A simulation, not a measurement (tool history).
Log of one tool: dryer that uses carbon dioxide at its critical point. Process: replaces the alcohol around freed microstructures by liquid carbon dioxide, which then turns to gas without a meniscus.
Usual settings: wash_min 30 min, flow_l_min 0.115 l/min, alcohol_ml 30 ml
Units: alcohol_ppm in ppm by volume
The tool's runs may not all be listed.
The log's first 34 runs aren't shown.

| run | hour | wash_min | flow_l_min | alcohol_ml | alcohol_ppm |
|---|---|---|---|---|---|
| 35 | 642.6 | 32 | 0.186 | 34 | 5 |
| 36 | 663.3 | 47 | 0.186 | 34 | 8 |
| 37 | 687.2 | 37 | 0.091 | 52 | 421 |
| 38 | 713.9 | 37 | 0.091 | 52 | 432 |
| 39 | 730.1 | 20 | 0.108 | 41 | 2376 |
| 40 | 754.1 | 27 | 0.115 | 20 | 269 |
| 41 | 773.3 | 27 | 0.089 | 20 | 868 |
| 42 | 789.1 | 48 | 0.115 | 31 | 19 |
| 43 | 803.9 | 30 | 0.176 | 23 | 22 |
| 44 | 819.8 | 30 | 0.176 | 23 | 28 |
|  | 833.5 | inlet filter changed |
| 45 | 842.2 | 35 | 0.176 | 83 | 20 |
| 46 | 853.9 | 19 | 0.124 | 30 | 946 |
| 47 | 875.8 | 19 | 0.124 | 30 | 977 |

Run 48 comes next. What will it give?
| 48 | 896.4 | 20 | 0.115 | 30 | ? |

{"run 48": {"alcohol_ppm": 1082}}
Without the tool's hidden state the same run would have given alcohol_ppm 1017 ppm by volume.
